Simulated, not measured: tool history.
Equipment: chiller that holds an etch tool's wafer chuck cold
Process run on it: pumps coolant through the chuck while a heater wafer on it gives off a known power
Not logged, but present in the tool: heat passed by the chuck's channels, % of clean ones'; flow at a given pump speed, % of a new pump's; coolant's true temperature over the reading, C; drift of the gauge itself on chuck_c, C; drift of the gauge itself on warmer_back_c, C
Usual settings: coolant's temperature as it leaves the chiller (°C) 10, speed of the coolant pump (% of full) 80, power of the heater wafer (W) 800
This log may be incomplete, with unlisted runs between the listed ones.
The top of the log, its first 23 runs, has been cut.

run	hour	coolant's temperature as it leaves the chiller (°C)	speed of the coolant pump (% of full)	power of the heater wafer (W)	hours since the coolant was changed and the channels were flushed	hours since the pump was overhauled	hours since the chiller's thermometer was calibrated	chuck's temperature once it has settled (°C)	how much warmer the coolant comes back (C)
24	1367.2	4	80	512	2113	4155	2622	7.9	1.42
25	1401.4	1	93	965	2147	4190	2657	7.8	2.49
26	1482.6	15	71	489	2228	4271	2738	19.0	1.56
27	1526.2	15	78	959	2272	4314	2781	22.7	2.98
28	1608.2	17	80	639	2354	4396	2863	21.7	1.85
29	1680.4	10	94	429	2426	4469	2936	12.8	0.90
30	1755.6	10	80	922	2501	4544	3011	17.3	2.71
31	1821.3	10	80	922	2567	4610	3076	17.1	2.76

What if the next run were any one of these 5? Each begins from the tool's condition after run 31:
A	1865.2	10	94	810	2611	4653	3120	?	?
B	1865.2	5	80	1118	2611	4653	3120	?	?
C	1865.2	10	80	800	2611	4653	3120	?	?
D	1865.2	9	79	414	2611	4653	3120	?	?
E	1865.2	9	83	1006	2611	4653	3120	?	?

run	chuck's temperature once it has settled (°C)	how much warmer the coolant comes back (C)
A	15.4	1.92
B	13.6	3.31
C	16.6	2.30
D	12.3	1.02
E	16.5	2.87
Without the tool's hidden state the same runs would have given:
run	chuck's temperature once it has settled (°C)	how much warmer the coolant comes back (C)
A	15.4	2.23
B	13.6	3.62
C	16.5	2.61
D	12.3	1.33
E	16.5	3.17
